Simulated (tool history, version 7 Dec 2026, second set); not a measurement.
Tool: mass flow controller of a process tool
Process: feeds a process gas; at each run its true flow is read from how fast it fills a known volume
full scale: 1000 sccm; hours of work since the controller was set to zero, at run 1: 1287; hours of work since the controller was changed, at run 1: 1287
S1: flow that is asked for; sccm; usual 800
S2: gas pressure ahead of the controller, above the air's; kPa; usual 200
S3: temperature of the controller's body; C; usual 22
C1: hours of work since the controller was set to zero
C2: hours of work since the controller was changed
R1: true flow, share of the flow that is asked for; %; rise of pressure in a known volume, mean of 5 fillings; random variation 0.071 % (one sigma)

| run | hour | S1 | S2 | S3 | C1 | C2 | R1 |
|---|---|---|---|---|---|---|---|
| 1 | 0 | 800 | 200 | 22 | 1287 | 1287 | 99.56 |
| 2 | 115.5 | 800 | 200 | 22 | 1352 | 1352 | 99.6 |
| 3 | 174.6 | 800 | 200 | 22 | 1385 | 1385 | 99.59 |
| 4 | 236.1 | 949 | 200 | 22 | 1420 | 1420 | 99.58 |
| 5 | 298.8 | 949 | 200 | 22 | 1455 | 1455 | 99.68 |
| 6 | 400 | 800 | 200 | 22 | 1512 | 1512 | 99.48 |
| 7 | 523.1 | 800 | 200 | 22 | 1581 | 1581 | 99.37 |
| 8 | 574.7 | 800 | 200 | 22 | 1610 | 1610 | 99.52 |
| 9 | 645.7 | 800 | 200 | 22 | 1650 | 1650 | 99.47 |
| 10 | 745.8 | 800 | 269 | 22 | 1706 | 1706 | 99.17 |
| 11 | 833.1 | 800 | 269 | 22 | 1755 | 1755 | 99.33 |
| 12 | 940.5 | 800 | 198 | 22 | 1816 | 1816 | 99.64 |
| 13 | 1039.1 | 800 | 258 | 22 | 1871 | 1871 | 99.28 |
| 14 | 1115.9 | 285 | 200 | 22 | 1914 | 1914 | 99.13 |
| 15 | 1197.8 | 800 | 148 | 22 | 1960 | 1960 | 99.81 |
| 16 | 1278.8 | 800 | 148 | 22 | 2006 | 2006 | 99.72 |
| 17 | 1397.5 | 800 | 148 | 22 | 2072 | 2072 | 99.69 |
| 18 | 1475.9 | 800 | 148 | 22 | 2117 | 2117 | 99.71 |
| 19 | 1553.2 | 800 | 200 | 35 | 2160 | 2160 | 100.84 |
| 20 | 1661.8 | 800 | 200 | 35 | 2221 | 2221 | 101 |
| 21 | 1723.2 | 800 | 200 | 37 | 2255 | 2255 | 101.27 |
| 22 | 1775.6 | 800 | 200 | 22 | 2285 | 2285 | 99.46 |
| 23 | 1845.1 | 800 | 200 | 22 | 2324 | 2324 | 99.57 |
| 24 | 1910.3 | 800 | 200 | 22 | 2361 | 2361 | 99.5 |
| 25 | 2023.4 | 800 | 169 | 22 | 2424 | 2424 | 99.73 |
| 26 | 2138 | 123 | 148 | 22 | 2488 | 2488 | 99.18 |
| 27 | 2215.3 | 656 | 148 | 31 | 2532 | 2532 | 100.7 |
| 28 | 2316.4 | 656 | 148 | 31 | 2589 | 2589 | 100.65 |
| 29 | 2382.1 | 139 | 141 | 22 | 2626 | 2626 | 99.24 |
| 30 | 2468.3 | 113 | 161 | 30 | 2674 | 2674 | 100.01 |
| 31 | 2527.8 | 146 | 161 | 30 | 2707 | 2707 | 100.11 |
| 32 | 2636.3 | 539 | 239 | 22 | 2768 | 2768 | 99.27 |
| 33 | 2733.7 | 739 | 226 | 31 | 2823 | 2823 | 100.24 |
| 34 | 2840.3 | 739 | 226 | 31 | 2883 | 2883 | 100.39 |
| 35 | 2900.4 | 800 | 268 | 32 | 2917 | 2917 | 100.33 |
| 36 | 2960.5 | 800 | 268 | 32 | 2951 | 2951 | 100.47 |
| 37 | 3031.9 | 836 | 206 | 22 | 2991 | 2991 | 99.57 |
| 38 | 3117 | 115 | 233 | 30 | 3039 | 3039 | 99.79 |
| 39 | 3177.9 | 333 | 145 | 36 | 3073 | 3073 | 101.02 |
| 40 | 3256.3 | 769 | 200 | 22 | 3117 | 3117 | 99.48 |
| 41 | 3312.8 | 769 | 215 | 22 | 3149 | 3149 | 99.32 |
| 42 | 3379 | 630 | 155 | 34 | 3186 | 3186 | 100.89 |
| 43 | 3494.9 | 630 | 155 | 34 | 3251 | 3251 | 100.92 |
| 44 | 3613.4 | 101 | 200 | 34 | 3317 | 3317 | 100.44 |
| 45 | 3670 | 298 | 200 | 37 | 3349 | 3349 | 100.95 |
| 46 | 3733.8 | 800 | 232 | 27 | 3385 | 3385 | 99.95 |
| 47 | 3797.9 | 496 | 239 | 23 | 3421 | 3421 | 99.22 |
| 48 | 3900.1 | 761 | 200 | 38 | 3479 | 3479 | 101.35 |

Forecast each of these 4 alternatives for the next run:
| A | 3991.7 | 176 | 212 | 38 | 3530 | 3530 | ? |
| B | 3991.7 | 137 | 190 | 29 | 3530 | 3530 | ? |
| C | 3991.7 | 195 | 176 | 24 | 3530 | 3530 | ? |
| D | 3991.7 | 800 | 166 | 29 | 3530 | 3530 | ? |

| run | R1 |
|---|---|
| A | 100.86 |
| B | 99.82 |
| C | 99.44 |
| D | 100.43 |
Without the tool's hidden state the same runs would have given:
| run | R1 |
|---|---|
| A | 100.85 |
| B | 99.81 |
| C | 99.43 |
| D | 100.42 |
